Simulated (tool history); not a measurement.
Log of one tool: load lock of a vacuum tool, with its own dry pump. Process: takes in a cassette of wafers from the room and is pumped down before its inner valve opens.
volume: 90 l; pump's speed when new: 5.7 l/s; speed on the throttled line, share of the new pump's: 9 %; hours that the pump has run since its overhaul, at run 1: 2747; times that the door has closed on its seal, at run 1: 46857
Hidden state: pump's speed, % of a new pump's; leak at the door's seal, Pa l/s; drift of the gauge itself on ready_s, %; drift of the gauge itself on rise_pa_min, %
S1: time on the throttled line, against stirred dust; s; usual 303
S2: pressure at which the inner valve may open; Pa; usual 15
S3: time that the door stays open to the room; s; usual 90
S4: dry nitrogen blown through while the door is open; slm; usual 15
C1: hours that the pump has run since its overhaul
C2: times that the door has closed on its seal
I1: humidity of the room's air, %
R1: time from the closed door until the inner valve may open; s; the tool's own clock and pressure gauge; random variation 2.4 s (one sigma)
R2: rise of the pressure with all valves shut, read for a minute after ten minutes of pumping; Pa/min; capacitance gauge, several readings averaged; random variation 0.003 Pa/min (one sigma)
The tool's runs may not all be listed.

run 1 hour=0 | S1=303 S2=15 S3=90 S4=15 | C1=2747 C2=46857 | I1=46.2 | R1=418.4 R2=0.499
run 2 hour=54.2 | S1=303 S2=15 S3=90 S4=15 | C1=2801 C2=47108 | I1=45.6 | R1=417.5 R2=0.499
run 3 hour=112.6 | S1=303 S2=15 S3=90 S4=15 | C1=2860 C2=47378 | I1=45.5 | R1=418.4 R2=0.505
run 4 hour=216.3 | S1=158 S2=15 S3=90 S4=15 | C1=2963 C2=47858 | I1=44.2 | R1=286 R2=0.501
run 5 hour=277.3 | S1=530 S2=15 S3=90 S4=15 | C1=3024 C2=48139 | I1=48.2 | R1=628.9 R2=0.515
run 6 hour=377.7 | S1=530 S2=15 S3=90 S4=15 | C1=3125 C2=48604 | I1=47.3 | R1=631 R2=0.524
run 7 hour=491.2 | S1=303 S2=15 S3=90 S4=15 | C1=3238 C2=49129 | I1=45.8 | R1=424.9 R2=0.534
run 8 hour=541 | S1=303 S2=15 S3=90 S4=15 | C1=3288 C2=49359 | I1=46.9 | R1=423.5 R2=0.539
run 9 hour=655.9 | S1=303 S2=15 S3=90 S4=15 | C1=3403 C2=49890 | I1=44.7 | R1=424.6 R2=0.557
run 10 hour=707.2 | S1=303 S2=15 S3=47 S4=15 | C1=3454 C2=50127 | I1=45.1 | R1=417.8 R2=0.55
run 11 hour=817.7 | S1=303 S2=15 S3=47 S4=24 | C1=3565 C2=50638 | I1=43.3 | R1=419.4 R2=0.542
run 12 hour=931 | S1=303 S2=15 S3=47 S4=24 | C1=3678 C2=51162 | I1=45 | R1=418.2 R2=0.566
run 13 hour=989.3 | S1=303 S2=15 S3=47 S4=24 | C1=3736 C2=51432 | I1=47.6 | R1=423.9 R2=0.564
run 14 hour=1109.5 | S1=303 S2=15 S3=41 S4=4 | C1=3856 C2=51987 | I1=42.2 | R1=419.4 R2=0.586
run 15 hour=1224.8 | S1=230 S2=15 S3=167 S4=15 | C1=3972 C2=52520 | I1=44.5 | R1=356.3 R2=0.598
run 16 hour=1279.8 | S1=230 S2=15 S3=167 S4=15 | C1=4027 C2=52775 | I1=45.6 | R1=351.3 R2=0.593
run 17 hour=1390 | S1=230 S2=15 S3=167 S4=15 | C1=4137 C2=53284 | I1=43.4 | R1=353.9 R2=0.621
run 18 hour=1453.2 | S1=190 S2=15 S3=90 S4=4 | C1=4200 C2=53576 | I1=47.4 | R1=315.7 R2=0.615
run 19 hour=1516.7 | S1=190 S2=15 S3=90 S4=4 | C1=4264 C2=53870 | I1=45.2 | R1=314.4 R2=0.622
run 20 hour=1590.2 | S1=190 S2=15 S3=90 S4=4 | C1=4337 C2=54210 | I1=45.1 | R1=319.6 R2=0.627
run 21 hour=1691.1 | S1=303 S2=14 S3=90 S4=15 | C1=4438 C2=54676 | I1=42 | R1=423.2 R2=0.622
run 22 hour=1807.1 | S1=574 S2=14 S3=90 S4=20 | C1=4554 C2=55213 | I1=45.2 | R1=676.8 R2=0.624

Forecast run 23:
run 23 hour=1887.7 | S1=419 S2=15 S3=111 S4=15 | C1=4635 C2=55585 | I1=45 | R1=? R2=?

Run 23 gave R1 530.7 s, R2 0.652 Pa/min.
Without the tool's hidden state the same run would have given R1 524.7 s, R2 0.017 Pa/min.

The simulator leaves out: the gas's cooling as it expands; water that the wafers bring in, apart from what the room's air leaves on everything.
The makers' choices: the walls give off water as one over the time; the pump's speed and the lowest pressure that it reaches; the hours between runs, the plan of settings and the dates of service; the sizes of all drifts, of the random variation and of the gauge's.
